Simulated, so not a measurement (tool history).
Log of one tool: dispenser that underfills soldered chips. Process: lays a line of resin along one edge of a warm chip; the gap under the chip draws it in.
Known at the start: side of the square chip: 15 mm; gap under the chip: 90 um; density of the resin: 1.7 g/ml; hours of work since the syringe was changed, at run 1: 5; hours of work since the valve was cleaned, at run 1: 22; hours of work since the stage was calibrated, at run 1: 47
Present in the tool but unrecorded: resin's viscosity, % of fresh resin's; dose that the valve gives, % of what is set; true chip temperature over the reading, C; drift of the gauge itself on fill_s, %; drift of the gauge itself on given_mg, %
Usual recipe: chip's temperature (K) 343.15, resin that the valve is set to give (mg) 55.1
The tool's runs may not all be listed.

run,hour,chip's temperature (K),resin that the valve is set to give (mg),hours of work since the syringe was changed,hours of work since the valve was cleaned,hours of work since the stage was calibrated,time until the resin shows at the far edge (s),resin that the valve gave (mg)
1,0,343.15,55.1,5,22,47,82.6,54.37
# hour 1.3: new syringe of resin
2,3.1,343.15,55.1,1,24,49,58.3,54.02
3,5.9,343.15,55.1,3,25,50,68.9,54.32
4,9,343.15,55.1,5,27,52,81.9,53.93
# hour 9.7: new syringe of resin
5,11.3,343.15,55.1,1,29,54,61.1,54.16
6,13.8,343.15,55.1,3,30,55,67.2,53.94
7,16.3,343.15,55.1,4,32,57,77.8,53.95
# hour 18: new syringe of resin
8,18.6,343.15,55.1,0,33,58,57,54.14
9,21.2,355.15,55.1,2,35,60,38.6,54.05
10,23.1,355.15,55.1,3,36,61,43.7,54
11,25.9,345.15,55.1,5,38,63,78.9,53.77
# hour 26.5: new syringe of resin
12,29.7,338.15,55.1,2,40,65,81.1,53.77
# hour 32.2: dispensing valve cleaned and set on the balance
13,32.9,332.15,55.1,4,0,67,121.1,55.08
14,35,350.15,55.1,5,2,68,60.9,55.1
# hour 35.9: new syringe of resin
15,39.1,350.15,55.1,2,4,71,46.6,54.93
16,42.5,350.15,55.1,4,7,73,56.3,55.15
# hour 44.2: new syringe of resin
17,46.2,343.15,68,1,9,75,59.9,67.74
18,48.6,343.15,68,3,10,77,68,67.52
19,52.1,343.15,68,5,13,79,83.6,67.72
# hour 52.8: new syringe of resin
20,56.7,334.15,55.1,3,15,82,102.4,54.49
21,58.7,334.15,61.8,4,17,83,113.8,61.25
# hour 61.1: new syringe of resin
22,62.2,356.15,55.1,1,19,85,32.9,54.6
23,65.2,347.15,58.6,3,21,87,56.2,57.89
24,69,347.15,58.6,5,23,90,70.5,57.91
# hour 69.7: new syringe of resin
25,72.7,347.15,64.3,2,26,92,53.9,63.34
26,75,347.15,64.3,4,27,94,60,63.18
# hour 78.1: new syringe of resin
27,79.6,346.15,62.2,1,30,96,50.3,61.36
28,81.6,346.15,62.2,2,31,98,57.3,61.12
29,83.9,357.15,55.2,4,33,99,40.1,54.18
# hour 86.4: new syringe of resin
30,86.4,336.15,55.6,0,34,101,73.5,54.36
31,88.8,336.15,55.6,2,36,102,83.2,54.25
32,91.5,336.15,55.6,3,38,104,100,54.39
33,94.1,335.15,69.7,5,39,106,116.8,68.25
# hour 95: new syringe of resin
# hour 98.8: dispensing valve cleaned and set on the balance
34,98.8,353.15,54.2,2,0,108,39.8,54.24
35,102.6,345.15,49.4,4,3,110,73.2,49.24
# hour 104.4: new syringe of resin
36,106.7,345.15,49.4,1,5,113,55,49
37,109.3,345.15,49.4,3,7,115,64.6,49.19

Predict each of these 3 candidate next runs independently; none follows another, all start after run 37:
# hour 112.9: new syringe of resin
A,113,347.15,54.4,0,9,117,?,?
# hour 112.9: new syringe of resin
B,113,343.15,56.3,0,9,117,?,?
# hour 112.9: new syringe of resin
C,113,345.15,65.8,0,9,117,?,?

run,time until the resin shows at the far edge (s),resin that the valve gave (mg)
A,44.5,54.34
B,52.3,55.81
C,48.4,65.62
Stripped of hidden state, with their random variation kept, the same runs would have yielded:
run,time until the resin shows at the far edge (s),resin that the valve gave (mg)
A,45.7,54.59
B,53.7,56.07
C,49.7,65.92

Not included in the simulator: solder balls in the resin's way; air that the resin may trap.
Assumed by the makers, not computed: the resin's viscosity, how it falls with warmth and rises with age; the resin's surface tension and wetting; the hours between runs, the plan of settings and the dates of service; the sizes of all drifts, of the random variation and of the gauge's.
